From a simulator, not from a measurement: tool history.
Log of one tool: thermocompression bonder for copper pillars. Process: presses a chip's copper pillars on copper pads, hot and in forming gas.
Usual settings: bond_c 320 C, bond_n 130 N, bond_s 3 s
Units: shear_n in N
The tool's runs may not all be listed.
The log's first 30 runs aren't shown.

run	hour	bond_c	bond_n	bond_s	hours of work since the heater was calibrated	hours of work since the force cell was calibrated	hours of work since the gas filter was changed	shear_n
31	303.0	295	85	4	711	181	236	37.9
32	314.4	350	85	8	716	187	242	78.1
33	325.5	306	195	6	722	192	247	102.4
34	336.9	317	78	8	727	197	252	55.9
# hour 341.8: gauge calibrated
35	347.5	348	118	9	732	202	257	103.9
36	360.9	307	118	3	738	208	263	56.5
37	370.9	321	129	3	743	213	268	70.2
38	385.6	321	129	3	750	220	275	69.7
39	394.3	320	130	2	754	224	279	60.6
40	407.4	320	130	2	760	230	285	60.6

4 ways to go on from here, each from the tool as it stands after run 40. What would each give?
A	418.5	342	105	2	765	235	290	?
B	418.5	305	130	2	765	235	290	?
C	418.5	306	177	8	765	235	290	?
D	418.5	320	104	2	765	235	290	?

run	shear_n
A	58.4
B	52.6
C	104.4
D	47.1
Without the tool's hidden state the same runs would have given:
run	shear_n
A	58.7
B	52.9
C	105.0
D	47.4
